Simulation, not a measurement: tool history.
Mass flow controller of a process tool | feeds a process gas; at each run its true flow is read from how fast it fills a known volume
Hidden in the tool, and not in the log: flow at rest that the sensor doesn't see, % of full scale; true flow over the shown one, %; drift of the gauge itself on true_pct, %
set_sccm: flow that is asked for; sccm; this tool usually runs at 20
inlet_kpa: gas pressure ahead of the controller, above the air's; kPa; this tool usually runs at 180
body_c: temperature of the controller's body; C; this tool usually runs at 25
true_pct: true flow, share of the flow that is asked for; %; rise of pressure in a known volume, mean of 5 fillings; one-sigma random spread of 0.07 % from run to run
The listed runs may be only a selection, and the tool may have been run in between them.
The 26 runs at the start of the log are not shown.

run    hour  set_sccm  inlet_kpa  body_c  hours of work since the controller was set to zero  hours of work since the controller was changed  true_pct
 27  4125.5        20        223      26                                                 562                                            5092     97.32
 28  4286.6        20        223      26                                                 642                                            5172     97.27
 29  4503.5        39        180      27                                                 751                                            5280     98.39
 30  4700.1        20        180      27                                                 849                                            5378     97.04
 31  4890.5         6        180      27                                                 943                                            5473     95.22
 32  5060.3        23        165      33                                                1028                                            5558     96.97
 33  5181.4        50        140      29                                                1089                                            5618     98.75
 34  5273.6         7        140      29                                                1134                                            5664     95.12
 35  5380.8         7        187      37                                                1188                                            5717     94.89
 36    5563         6        215      25                                                1279                                            5808     94.73
 37  5768.3        17        275      38                                                1381                                            5911     96.22
 38  5924.5        46        275      38                                                1459                                            5989     98.39
 39  6091.4        46        275      38                                                1542                                            6072     98.24
 40  6227.2        35        180      23                                                1610                                            6139     98.04
 41  6326.7         7        180      23                                                1660                                            6189     94.59
 42  6498.5        20        180      37                                                1745                                            6275     96.14
 43    6614        38        234      34                                                1803                                            6332      97.8
 44  6712.5        26        191      31                                                1852                                            6381     96.81
 45  6857.9        31        219      25                                                1924                                            6454     97.55
 46  7065.9        16        150      23                                                2028                                            6558     95.93
 47  7268.3        16        150      23                                                2129                                            6659     95.94

Below are 4 alternative next runs, each starting from the tool's condition after run 47. Predict each:
  A  7447.2        19        202      20                                                2218                                            6748         ?
  B  7447.2        27        263      21                                                2218                                            6748         ?
  C  7447.2        39        252      37                                                2218                                            6748         ?
  D  7447.2        26        207      32                                                2218                                            6748         ?

run  true_pct
  A     96.33
  B     97.15
  C     97.52
  D     96.75
Without the tool's hidden state the same runs would have given:
run  true_pct
  A     98.36
  B     98.88
  C     99.03
  D      98.5
